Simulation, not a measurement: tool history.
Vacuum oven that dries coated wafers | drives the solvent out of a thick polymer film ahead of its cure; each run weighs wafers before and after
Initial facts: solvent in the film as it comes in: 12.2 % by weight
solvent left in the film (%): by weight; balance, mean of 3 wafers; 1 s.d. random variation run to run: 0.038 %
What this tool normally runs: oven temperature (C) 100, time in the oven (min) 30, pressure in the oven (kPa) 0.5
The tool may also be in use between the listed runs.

| run | hour | oven temperature (C) | time in the oven (min) | pressure in the oven (kPa) | solvent left in the film (%) |
|---|---|---|---|---|---|
| 1 | 0 | 100 | 30 | 0.5 | 2.03 |
| 2 | 10.1 | 100 | 30 | 0.5 | 2.02 |
| 3 | 16.8 | 100 | 30 | 0.5 | 2.04 |
| 4 | 26.7 | 100 | 37 | 0.5 | 1.43 |
| 5 | 39.1 | 100 | 37 | 0.5 | 1.37 |
| 6 | 51.4 | 100 | 37 | 0.5 | 1.41 |
| 7 | 61.6 | 100 | 53 | 0.5 | 0.64 |
| 8 | 76.2 | 100 | 53 | 0.925 | 0.86 |
| 9 | 87.3 | 100 | 30 | 1.139 | 2.22 |
| 10 | 99.7 | 100 | 30 | 1.139 | 2.22 |
| 11 | 115.2 | 100 | 30 | 0.5 | 2.07 |
| 12 | 125.7 | 100 | 30 | 0.5 | 2.01 |
| 13 | 132.6 | 100 | 30 | 0.5 | 2.1 |
| 14 | 140 | 100 | 30 | 0.5 | 1.98 |
| 15 | 150.8 | 100 | 30 | 0.5 | 2.08 |
| 16 | 158.4 | 111 | 30 | 0.5 | 0.73 |
| 17 | 170.9 | 111 | 30 | 1.237 | 0.98 |
| 18 | 188.3 | 100 | 30 | 0.5 | 1.93 |
| 19 | 200.4 | 100 | 30 | 0.5 | 1.94 |
| 20 | 214.6 | 100 | 51 | 0.5 | 0.73 |
| 21 | 223.8 | 100 | 51 | 0.5 | 0.66 |
| 22 | 236.5 | 100 | 30 | 0.445 | 1.91 |
| 23 | 247.4 | 100 | 30 | 0.445 | 1.89 |
| 24 | 258.5 | 100 | 30 | 0.445 | 1.94 |
| 25 | 271.5 | 100 | 30 | 0.445 | 1.9 |
| 26 | 281.2 | 100 | 30 | 0.445 | 1.94 |
| 27 | 289 | 85 | 50 | 0.72 | 2.79 |
| 28 | 302.1 | 86 | 30 | 0.5 | 4.23 |
| 29 | 309.2 | 86 | 30 | 0.5 | 4.3 |
| 30 | 322.7 | 110 | 38 | 0.5 | 0.46 |
| 31 | 336.8 | 102 | 25 | 0.328 | 2.24 |
| 32 | 345.3 | 91 | 18 | 1.177 | 5.37 |
| 33 | 355.7 | 92 | 30 | 1.787 | 3.57 |
| 34 | 369.1 | 92 | 30 | 1.787 | 3.55 |
| 35 | 382 | 88 | 42 | 0.507 | 2.7 |
| 36 | 397.8 | 88 | 42 | 0.507 | 2.74 |
| 37 | 410.4 | 88 | 42 | 0.507 | 2.75 |
| 38 | 422 | 85 | 23 | 1.26 | 5.69 |
| 39 | 438.1 | 85 | 23 | 1.26 | 5.51 |
| 40 | 449.1 | 85 | 23 | 1.26 | 5.6 |
| 41 | 457.8 | 106 | 19 | 0.5 | 2.57 |
| 42 | 471.3 | 95 | 20 | 0.5 | 4.1 |
| 43 | 482.3 | 87 | 40 | 0.5 | 3.1 |
| 44 | 490.2 | 106 | 26 | 0.5 | 1.69 |
| 45 | 501.3 | 106 | 26 | 0.5 | 1.65 |
| 46 | 515.1 | 106 | 26 | 0.5 | 1.6 |
| 47 | 531.1 | 105 | 30 | 1.932 | 1.66 |

Not shown here: 2 entries made in the log between runs. Locate each between two listed runs and compare the hidden state at the listed run before it with the hidden state at the listed run after it:
Between runs 14 and 15: oven's thermocouples calibrated (hour 143.5)
  true wafer temperature over the reading, C: 0.17 -> 0.2; true pressure over the reading, kPa: 0.033 -> 0.034
  measured less the result without the state, solvent left in the film (%): -0.02 -> -0.02
Between runs 17 and 18: oven's thermocouples calibrated, once more (hour 174.7)
  true wafer temperature over the reading, C: 0.18 -> 0.83; true pressure over the reading, kPa: 0.036 -> 0.038
  measured less the result without the state, solvent left in the film (%): -0.01 -> -0.11

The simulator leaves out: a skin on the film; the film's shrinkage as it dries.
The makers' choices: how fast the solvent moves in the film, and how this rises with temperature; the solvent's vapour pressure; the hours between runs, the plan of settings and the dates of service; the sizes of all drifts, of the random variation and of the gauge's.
